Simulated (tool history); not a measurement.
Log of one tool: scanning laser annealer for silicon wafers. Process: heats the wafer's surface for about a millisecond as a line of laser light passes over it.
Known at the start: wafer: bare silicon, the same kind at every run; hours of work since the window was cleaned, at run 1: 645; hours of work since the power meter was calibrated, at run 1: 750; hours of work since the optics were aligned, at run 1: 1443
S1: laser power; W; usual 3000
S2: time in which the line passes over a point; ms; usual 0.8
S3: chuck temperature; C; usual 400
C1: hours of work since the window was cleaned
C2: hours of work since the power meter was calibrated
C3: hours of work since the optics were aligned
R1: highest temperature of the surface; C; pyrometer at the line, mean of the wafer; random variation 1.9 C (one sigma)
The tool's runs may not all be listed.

run,day,S1,S2,S3,C1,C2,C3,R1
1,0,3000,0.8,400,645,750,1443,1073
# day 2.117: window over the wafer cleaned
2,2.408,3000,0.8,400,4,785,1478,1112
3,5.008,3000,0.8,385,43,824,1517,1101
4,9.017,3000,0.8,385,103,883,1576,1093
# day 12.379: optics aligned, line set to its width
5,13.342,3000,0.8,385,164,945,14,1106
6,16.625,3000,0.8,400,213,994,63,1117
7,20.675,3000,0.8,439,274,1054,124,1152
8,24.096,2804,0.8,400,325,1105,175,1055
9,27.817,2804,0.8,400,381,1161,230,1051
10,29.971,2804,0.8,400,413,1193,263,1051
11,32.792,2600,0.969,376,455,1235,305,1034
12,34.9,3000,0.874,392,486,1267,336,1122
13,37.038,3094,0.792,392,518,1299,368,1108
14,40.238,3094,0.792,392,566,1346,416,1105
15,42.512,3094,0.792,392,600,1380,450,1101

Forecast each of these 3 alternatives for the next run:
A,45.012,3094,0.792,375,637,1418,487,?
B,45.012,3000,0.983,418,637,1418,487,?
C,45.012,3094,0.854,392,637,1418,487,?

run,R1
A,1083
B,1184
C,1128
Without the tool's hidden state the same runs would have given:
run,R1
A,1130
B,1234
C,1176
